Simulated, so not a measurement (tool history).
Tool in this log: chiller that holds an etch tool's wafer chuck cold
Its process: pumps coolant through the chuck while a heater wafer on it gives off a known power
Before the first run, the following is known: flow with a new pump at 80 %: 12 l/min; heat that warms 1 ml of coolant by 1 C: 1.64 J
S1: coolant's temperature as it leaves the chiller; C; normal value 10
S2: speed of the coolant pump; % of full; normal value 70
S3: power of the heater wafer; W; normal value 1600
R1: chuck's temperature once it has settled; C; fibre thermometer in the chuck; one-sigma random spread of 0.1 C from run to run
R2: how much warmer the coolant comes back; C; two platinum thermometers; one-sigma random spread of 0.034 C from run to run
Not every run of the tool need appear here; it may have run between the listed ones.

run	hour	S1	S2	S3	R1	R2
1	0	10	70	1600	27.4	5.63
2	16.2	10	70	1600	27.2	5.65
3	37.4	10	70	1600	27.3	5.55
4	52	10	70	1600	27.4	5.58
5	66.7	10	70	1600	27.2	5.59
6	98.3	10	70	1600	27.2	5.49
7	118.6	10	70	1600	27.3	5.49
8	139.2	10	70	1600	27.3	5.49
9	154.3	10	70	1600	27.3	5.5
10	180.8	10	70	1261	23.8	4.33
11	208.5	10	70	1600	27.3	5.49
12	238.6	10	70	1600	27.4	5.41
13	266.8	10	70	1600	27.4	5.44
14	280.1	10	70	1600	27.3	5.4
# hour 287.7: gauge calibrated
15	309.1	10	70	1600	27.2	5.53
16	326.7	10	70	1600	27.3	5.59
17	343.1	10	70	1600	27.3	5.6
18	371.7	1	61	978	12.9	3.94
19	403	1	61	978	13.1	3.92
20	430.5	4	74	978	14.3	3.16
21	449.1	18	94	1600	31.6	4.06
22	462	18	94	1600	31.5	3.97
23	489.4	4	86	1006	13.2	2.68
24	516.2	14	70	1600	31.3	5.39
25	543.3	14	72	1600	30.9	5.26
26	557.6	14	70	1815	33.7	6.16
27	577.4	14	70	1815	33.8	6.11
28	592.2	10	99	1942	25.9	4.52
29	614.8	10	99	1942	25.7	4.45
30	632.1	10	99	1942	25.9	4.5
31	661.2	14	90	1453	26.8	3.62
32	674.1	7	70	1410	22.1	4.67

Each run again, without the hidden state but with its own random variation kept:
What the log doesn't record here: heat passed by the chuck's channels, % of clean ones'; flow at a given pump speed, % of a new pump's; coolant's true temperature over the reading, C; drift of the gauge itself on chuck_c, C; drift of the gauge itself on warmer_back_c, C.
run	R2
1	5.63
2	5.66
3	5.58
4	5.61
5	5.64
6	5.56
7	5.57
8	5.59
9	5.6
10	4.46
11	5.64
12	5.58
13	5.63
14	5.6
15	5.55
16	5.62
17	5.64
18	4
19	4
20	3.26
21	4.17
22	4.09
23	2.82
24	5.55
25	5.44
26	6.35
27	6.32
28	4.74
29	4.68
30	4.75
31	3.89
32	4.94
For R1, the value without the hidden state is never more than 0.1 C from the measured value.
